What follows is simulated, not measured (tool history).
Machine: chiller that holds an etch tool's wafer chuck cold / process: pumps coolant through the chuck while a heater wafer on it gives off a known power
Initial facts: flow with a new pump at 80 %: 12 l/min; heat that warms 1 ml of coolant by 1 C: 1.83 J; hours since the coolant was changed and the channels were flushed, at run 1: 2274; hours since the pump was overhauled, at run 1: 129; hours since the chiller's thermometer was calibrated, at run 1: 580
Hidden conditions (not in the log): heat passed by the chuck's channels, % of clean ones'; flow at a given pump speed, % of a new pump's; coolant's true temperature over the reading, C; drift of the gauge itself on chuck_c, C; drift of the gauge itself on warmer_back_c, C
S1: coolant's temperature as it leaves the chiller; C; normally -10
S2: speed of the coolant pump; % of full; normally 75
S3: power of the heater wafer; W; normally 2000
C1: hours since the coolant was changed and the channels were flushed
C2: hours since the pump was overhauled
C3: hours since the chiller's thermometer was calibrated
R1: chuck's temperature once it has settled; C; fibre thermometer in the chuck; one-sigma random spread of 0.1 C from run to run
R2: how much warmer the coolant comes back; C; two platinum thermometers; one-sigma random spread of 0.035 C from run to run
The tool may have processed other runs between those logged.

run,hour,S1,S2,S3,C1,C2,C3,R1,R2
1,0.0,-10,75,2000,2274,129,580,12.9,5.83
2,37.6,-10,75,2000,2312,167,618,12.9,5.87
3,59.9,-10,75,2000,2334,189,640,12.9,5.90
4,95.0,-10,75,2000,2369,224,675,12.7,5.86
5,134.1,-10,75,2000,2408,263,714,12.7,5.82
6,170.9,-10,90,2000,2445,300,751,9.2,4.79
7,195.9,-10,90,2000,2470,325,776,9.2,4.78
8,233.8,-10,75,2000,2508,363,814,12.9,5.77
9,259.8,-10,75,2000,2534,389,840,12.7,5.86
10,279.2,-10,75,2000,2553,408,860,12.8,5.83
11,306.1,-10,75,2000,2580,435,886,12.9,5.87
12,345.2,-10,75,2000,2619,474,926,12.8,5.80
13,389.4,-10,75,2000,2663,519,970,12.9,5.89
14,419.7,-3,67,2095,2694,549,1000,23.3,6.91
15,459.1,-4,75,1316,2733,588,1039,11.1,3.82
16,491.1,-4,83,1316,2765,620,1071,9.6,3.47
17,528.4,-3,89,1407,2802,658,1109,10.8,3.43
18,571.7,-3,89,1407,2846,701,1152,10.8,3.45
19,597.5,-3,89,1407,2871,727,1178,10.8,3.38
20,640.1,-10,75,2172,2914,769,1220,14.8,6.38
21,670.3,-2,87,2951,2944,799,1251,27.6,7.37
22,709.7,-16,74,1883,2984,839,1290,5.9,5.53
23,749.1,-16,92,2944,3023,878,1329,11.9,6.90
24,796.9,-5,75,1049,3071,926,1377,7.0,3.10
25,836.9,-9,63,1622,3111,966,1417,12.5,5.77

Consider 5 possible next runs. They are alternatives, not a sequence: every one starts from the tool as it was left by run 25. What does each give?
A,867.6,-8,63,1036,3142,997,1448,?,?
B,867.6,-6,82,2670,3142,997,1448,?,?
C,867.6,-1,75,2000,3142,997,1448,?,?
D,867.6,-9,63,2592,3142,997,1448,?,?
E,867.6,-10,75,2551,3142,997,1448,?,?

run,R1,R2
A,5.7,3.64
B,22.2,7.14
C,22.0,5.87
D,25.4,9.16
E,19.1,7.46
Without the tool's unlogged condition, the same runs would have read:
run,R1,R2
A,5.7,3.64
B,22.2,7.14
C,22.0,5.87
D,25.4,9.16
E,19.1,7.46
